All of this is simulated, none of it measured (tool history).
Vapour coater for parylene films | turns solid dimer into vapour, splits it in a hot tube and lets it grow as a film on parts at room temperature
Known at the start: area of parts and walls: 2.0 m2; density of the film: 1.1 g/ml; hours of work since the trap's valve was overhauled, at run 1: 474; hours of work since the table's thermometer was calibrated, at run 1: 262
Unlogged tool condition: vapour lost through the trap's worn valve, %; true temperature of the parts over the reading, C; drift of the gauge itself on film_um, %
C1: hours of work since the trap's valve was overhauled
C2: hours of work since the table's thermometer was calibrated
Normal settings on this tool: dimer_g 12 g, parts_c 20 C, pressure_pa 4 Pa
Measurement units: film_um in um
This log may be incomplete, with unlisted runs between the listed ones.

run 1 day=0 | dimer_g=12 parts_c=20 pressure_pa=4 | C1=474 C2=262 | film_um=3.73
run 2 day=0.571 | dimer_g=12 parts_c=27 pressure_pa=4 | C1=484 C2=272 | film_um=2.62
run 3 day=1.162 | dimer_g=12 parts_c=25 pressure_pa=4 | C1=495 C2=282 | film_um=2.87
run 4 day=1.688 | dimer_g=12 parts_c=25 pressure_pa=4 | C1=504 C2=291 | film_um=2.89
run 5 day=2.112 | dimer_g=12 parts_c=25 pressure_pa=4 | C1=511 C2=299 | film_um=2.91
run 6 day=2.675 | dimer_g=12 parts_c=25 pressure_pa=4 | C1=521 C2=309 | film_um=2.88
-- day=2.904 trap's valve overhauled
run 7 day=3.283 | dimer_g=12 parts_c=20 pressure_pa=4 | C1=7 C2=316 | film_um=3.97
run 8 day=4.233 | dimer_g=12 parts_c=20 pressure_pa=4 | C1=23 C2=333 | film_um=3.91
-- day=4.338 table's thermometer calibrated
run 9 day=4.779 | dimer_g=12 parts_c=20 pressure_pa=4 | C1=32 C2=8 | film_um=3.93
run 10 day=5.667 | dimer_g=12 parts_c=20 pressure_pa=4 | C1=48 C2=23 | film_um=3.88
run 11 day=6.646 | dimer_g=12 parts_c=20 pressure_pa=4 | C1=65 C2=41 | film_um=3.91
run 12 day=7.354 | dimer_g=12 parts_c=20 pressure_pa=4 | C1=77 C2=53 | film_um=3.86
-- day=8.208 table's thermometer calibrated, once more
run 13 day=8.283 | dimer_g=12 parts_c=20 pressure_pa=4 | C1=93 C2=1 | film_um=3.99
run 14 day=9.075 | dimer_g=7 parts_c=25 pressure_pa=4 | C1=107 C2=15 | film_um=1.82
run 15 day=10.021 | dimer_g=10 parts_c=16 pressure_pa=10.68 | C1=123 C2=32 | film_um=3.11
run 16 day=10.942 | dimer_g=7 parts_c=12 pressure_pa=10.68 | C1=140 C2=48 | film_um=2.63
run 17 day=11.742 | dimer_g=7 parts_c=12 pressure_pa=10.68 | C1=154 C2=62 | film_um=2.62
run 18 day=12.662 | dimer_g=7 parts_c=12 pressure_pa=10.68 | C1=170 C2=78 | film_um=2.69
run 19 day=13.471 | dimer_g=14 parts_c=25 pressure_pa=10.68 | C1=184 C2=92 | film_um=2.82
run 20 day=13.962 | dimer_g=7 parts_c=17 pressure_pa=10.68 | C1=193 C2=101 | film_um=2.05
run 21 day=14.633 | dimer_g=7 parts_c=17 pressure_pa=10.68 | C1=204 C2=113 | film_um=2.04
run 22 day=15.579 | dimer_g=11 parts_c=17 pressure_pa=9.35 | C1=221 C2=129 | film_um=3.38
run 23 day=16.425 | dimer_g=7 parts_c=12 pressure_pa=2.89 | C1=236 C2=144 | film_um=3.03
run 24 day=17.304 | dimer_g=20 parts_c=25 pressure_pa=2.89 | C1=251 C2=160 | film_um=5.44
run 25 day=18.292 | dimer_g=20 parts_c=25 pressure_pa=2.89 | C1=269 C2=177 | film_um=5.44
run 26 day=18.721 | dimer_g=20 parts_c=25 pressure_pa=2.89 | C1=276 C2=184 | film_um=5.39

Below are 3 alternative next runs, each starting from the tool's condition after run 26. Predict each:
run A day=19.592 | dimer_g=20 parts_c=25 pressure_pa=10.26 | C1=291 C2=200 | film_um=?
run B day=19.592 | dimer_g=17 parts_c=18 pressure_pa=2.89 | C1=291 C2=200 | film_um=?
run C day=19.592 | dimer_g=11 parts_c=20 pressure_pa=9.8 | C1=291 C2=200 | film_um=?

run=A film_um=3.94
run=B film_um=6.44
run=C film_um=2.78
With no hidden state in the tool, these same runs would have given:
run=A film_um=4.1
run=B film_um=6.7
run=C film_um=2.89

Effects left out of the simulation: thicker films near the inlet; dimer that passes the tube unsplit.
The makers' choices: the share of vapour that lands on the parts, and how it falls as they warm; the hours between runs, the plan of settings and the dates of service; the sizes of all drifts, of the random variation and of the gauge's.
